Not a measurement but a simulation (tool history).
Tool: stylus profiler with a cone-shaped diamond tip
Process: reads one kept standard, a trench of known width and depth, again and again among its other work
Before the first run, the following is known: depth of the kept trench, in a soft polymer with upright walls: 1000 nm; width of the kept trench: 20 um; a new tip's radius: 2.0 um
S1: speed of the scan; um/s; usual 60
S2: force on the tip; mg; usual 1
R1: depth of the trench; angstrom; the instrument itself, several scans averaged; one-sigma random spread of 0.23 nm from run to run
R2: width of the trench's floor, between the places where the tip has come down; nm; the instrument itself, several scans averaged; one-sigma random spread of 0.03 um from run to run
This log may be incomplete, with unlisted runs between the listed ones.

{"run": 1, "hour": 0.0, "S1": 60, "S2": 1, "R1": 10085.9, "R2": 15910}
{"run": 2, "hour": 34.7, "S1": 60, "S2": 1, "R1": 10080.8, "R2": 15860}
{"run": 3, "hour": 83.1, "S1": 60, "S2": 1, "R1": 10083.5, "R2": 15870}
{"run": 4, "hour": 153.8, "S1": 74, "S2": 1, "R1": 10086.6, "R2": 15800}
{"run": 5, "hour": 202.2, "S1": 74, "S2": 1, "R1": 10085, "R2": 15730}
{"hour": 208.5, "done": "height scale calibrated on a step standard"}
{"run": 6, "hour": 262.9, "S1": 55, "S2": 0.76, "R1": 10068.7, "R2": 15700}
{"run": 7, "hour": 302.8, "S1": 43, "S2": 1.32, "R1": 10097.4, "R2": 15770}
{"run": 8, "hour": 346.6, "S1": 17, "S2": 1.32, "R1": 10099.7, "R2": 15840}
{"run": 9, "hour": 410.9, "S1": 17, "S2": 1.32, "R1": 10099.7, "R2": 15710}
{"run": 10, "hour": 470.4, "S1": 30, "S2": 1, "R1": 10076.1, "R2": 15700}

Branching from run 10: 3 alternative next runs. What would each branch give?
{"run": "A", "hour": 502.1, "S1": 46, "S2": 0.71, "R1": "?", "R2": "?"}
{"run": "B", "hour": 502.1, "S1": 28, "S2": 0.53, "R1": "?", "R2": "?"}
{"run": "C", "hour": 502.1, "S1": 221, "S2": 2.32, "R1": "?", "R2": "?"}

run=A R1=10056.4 R2=15540
run=B R1=10044.7 R2=15560
run=C R1=10143.5 R2=15150
Without the tool's unlogged condition, the same runs would have read:
run=A R1=10071 R2=16330
run=B R1=10059.3 R2=16360
run=C R1=10158.2 R2=15940
